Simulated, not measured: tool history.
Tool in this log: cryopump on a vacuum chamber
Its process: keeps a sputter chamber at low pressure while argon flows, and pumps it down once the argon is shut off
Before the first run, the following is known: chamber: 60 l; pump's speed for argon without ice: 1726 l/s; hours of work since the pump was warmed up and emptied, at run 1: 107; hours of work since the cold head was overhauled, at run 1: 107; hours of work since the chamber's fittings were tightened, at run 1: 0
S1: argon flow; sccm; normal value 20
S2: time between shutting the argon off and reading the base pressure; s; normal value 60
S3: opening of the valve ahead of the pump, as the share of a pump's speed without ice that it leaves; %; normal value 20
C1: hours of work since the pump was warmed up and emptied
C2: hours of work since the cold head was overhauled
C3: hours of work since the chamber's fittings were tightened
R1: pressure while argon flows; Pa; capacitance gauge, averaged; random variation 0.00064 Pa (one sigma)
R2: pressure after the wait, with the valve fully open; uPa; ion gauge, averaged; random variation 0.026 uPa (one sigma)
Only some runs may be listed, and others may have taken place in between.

Run 1, hour 0: usual settings; C1 107; C2 107; C3 0. Result: R1 0.0999 Pa, R2 1.12 uPa.
Run 2, hour 9.9: usual settings; C1 112; C2 112; C3 5. Result: R1 0.0999 Pa, R2 1.15 uPa.
Run 3, hour 25.8: usual settings; C1 120; C2 120; C3 13. Result: R1 0.1008 Pa, R2 1.12 uPa.
Run 4, hour 44.6: usual settings; C1 130; C2 130; C3 23. Result: R1 0.0995 Pa, R2 1.13 uPa.
Run 5, hour 56.5: usual settings; C1 136; C2 136; C3 29. Result: R1 0.1 Pa, R2 1.19 uPa.
Run 6, hour 67.1: usual settings; C1 142; C2 142; C3 35. Result: R1 0.0987 Pa, R2 1.14 uPa.
Run 7, hour 76.6: usual settings but S3 30 %; C1 147; C2 147; C3 40. Result: R1 0.0659 Pa, R2 1.13 uPa.
Run 8, hour 89.4: usual settings but S3 30 %; C1 153; C2 153; C3 46. Result: R1 0.0671 Pa, R2 1.15 uPa.
Run 9, hour 102.3: usual settings but S3 30 %; C1 160; C2 160; C3 53. Result: R1 0.0661 Pa, R2 1.18 uPa.
Run 10, hour 120: usual settings but S3 30 %; C1 169; C2 169; C3 62. Result: R1 0.0674 Pa, R2 1.16 uPa.
Run 11, hour 129.6: usual settings but S3 15 %; C1 174; C2 174; C3 67. Result: R1 0.1319 Pa, R2 1.18 uPa.
Run 12, hour 144.6: usual settings but S3 15 %; C1 182; C2 182; C3 75. Result: R1 0.1324 Pa, R2 1.18 uPa.
Run 13, hour 164.4: usual settings but S3 45 %; C1 192; C2 192; C3 85. Result: R1 0.0455 Pa, R2 1.18 uPa.
Run 14, hour 185.2: usual settings but S3 45 %; C1 203; C2 203; C3 96. Result: R1 0.0464 Pa, R2 1.19 uPa.
Run 15, hour 203.5: usual settings but S3 45 %; C1 213; C2 213; C3 106. Result: R1 0.0469 Pa, R2 1.21 uPa.
Run 16, hour 218.9: usual settings but S3 45 %; C1 221; C2 221; C3 114. Result: R1 0.0464 Pa, R2 1.2 uPa.
Run 17, hour 234.7: usual settings; C1 229; C2 229; C3 122. Result: R1 0.1004 Pa, R2 1.25 uPa.
Run 18, hour 246.1: usual settings; C1 235; C2 235; C3 128. Result: R1 0.1004 Pa, R2 1.15 uPa.
Run 19, hour 266.1: usual settings but S1 8 sccm, S2 111 s, S3 23 %; C1 245; C2 245; C3 138. Result: R1 0.0354 Pa, R2 0.77 uPa.
Run 20, hour 284.5: usual settings but S1 8 sccm, S2 111 s, S3 17 %; C1 255; C2 255; C3 148. Result: R1 0.047 Pa, R2 0.78 uPa.
Run 21, hour 295.2: usual settings but S1 8 sccm, S2 111 s, S3 17 %; C1 260; C2 260; C3 153. Result: R1 0.0473 Pa, R2 0.79 uPa.
Run 22, hour 309.8: usual settings but S1 10 sccm, S2 92 s, S3 17 %; C1 268; C2 268; C3 161. Result: R1 0.0583 Pa, R2 0.94 uPa.
Run 23, hour 325.2: usual settings but S1 36 sccm, S2 296 s, S3 47 %; C1 276; C2 276; C3 169. Result: R1 0.08 Pa, R2 0.53 uPa.
Run 24, hour 336: usual settings but S1 36 sccm, S2 296 s, S3 47 %; C1 281; C2 281; C3 174. Result: R1 0.0808 Pa, R2 0.53 uPa.
Run 25, hour 351.5: usual settings but S1 36 sccm, S2 296 s, S3 47 %; C1 289; C2 289; C3 182. Result: R1 0.0814 Pa, R2 0.52 uPa.
Run 26, hour 363.2: usual settings but S2 42 s; C1 296; C2 296; C3 189. Result: R1 0.1014 Pa, R2 1.7 uPa.
Run 27, hour 382.4: usual settings but S1 15 sccm, S2 43 s, S3 40 %; C1 306; C2 306; C3 199. Result: R1 0.04 Pa, R2 1.63 uPa.
Run 28, hour 398.1: usual settings but S1 15 sccm, S2 43 s, S3 40 %; C1 314; C2 314; C3 207. Result: R1 0.0399 Pa, R2 1.65 uPa.
Run 29, hour 412.3: usual settings but S1 15 sccm, S2 43 s, S3 40 %; C1 321; C2 321; C3 214. Result: R1 0.0393 Pa, R2 1.6 uPa.
Run 30, hour 426.3: usual settings but S1 11 sccm, S2 121 s, S3 42 %; C1 328; C2 328; C3 221. Result: R1 0.0288 Pa, R2 0.82 uPa.
Run 31, hour 446.3: usual settings but S1 11 sccm, S2 121 s, S3 42 %; C1 339; C2 339; C3 232. Result: R1 0.0276 Pa, R2 0.84 uPa.
Run 32, hour 456.5: usual settings but S1 30 sccm, S3 23 %; C1 344; C2 344; C3 237. Result: R1 0.1316 Pa, R2 1.26 uPa.
Run 33, hour 471.9: usual settings but S1 29 sccm, S2 28 s, S3 39 %; C1 352; C2 352; C3 245. Result: R1 0.0784 Pa, R2 2.31 uPa.
Run 34, hour 481.3: usual settings but S1 9 sccm, S2 28 s, S3 35 %; C1 357; C2 357; C3 250. Result: R1 0.0267 Pa, R2 2.36 uPa.
Run 35, hour 503: usual settings but S1 9 sccm, S2 28 s, S3 35 %; C1 368; C2 368; C3 261. Result: R1 0.0264 Pa, R2 2.34 uPa.

Below, each run's measurement less what the same run would have read without the hidden state. Both values contain the same run-to-run variation, but the gauge's scatter may not be the same in both:
Hidden state at play: pump's speed, % of a pump's without ice; cold plate's temperature, K; leak into the chamber, uPa l/s; drift of the gauge itself on working_pa, %; drift of the gauge itself on base_upa, %.
run       R1     R2
  1  +0.0011  +0.04
  2  +0.0012  +0.04
  3  +0.0013  +0.05
  4  +0.0014  +0.05
  5  +0.0014  +0.06
  6  +0.0016  +0.05
  7  +0.0015  +0.06
  8  +0.0016  +0.07
  9  +0.0017  +0.06
 10  +0.0018  +0.08
 11  +0.0019  +0.08
 12   +0.002  +0.08
 13   +0.002   +0.1
 14  +0.0022  +0.09
 15  +0.0023  +0.11
 16  +0.0024  +0.11
 17  +0.0024  +0.12
 18  +0.0025  +0.12
 19  +0.0011  +0.13
 20  +0.0011  +0.14
 21  +0.0011  +0.14
 22  +0.0015  +0.15
 23  +0.0054  +0.16
 24  +0.0055  +0.15
 25  +0.0057  +0.16
 26  +0.0032  +0.17
 27  +0.0025  +0.18
 28  +0.0026  +0.18
 29  +0.0027  +0.18
 30   +0.002  +0.19
 31   +0.002   +0.2
 32  +0.0057   +0.2
 33  +0.0056  +0.21
 34  +0.0017  +0.21
 35  +0.0019  +0.21
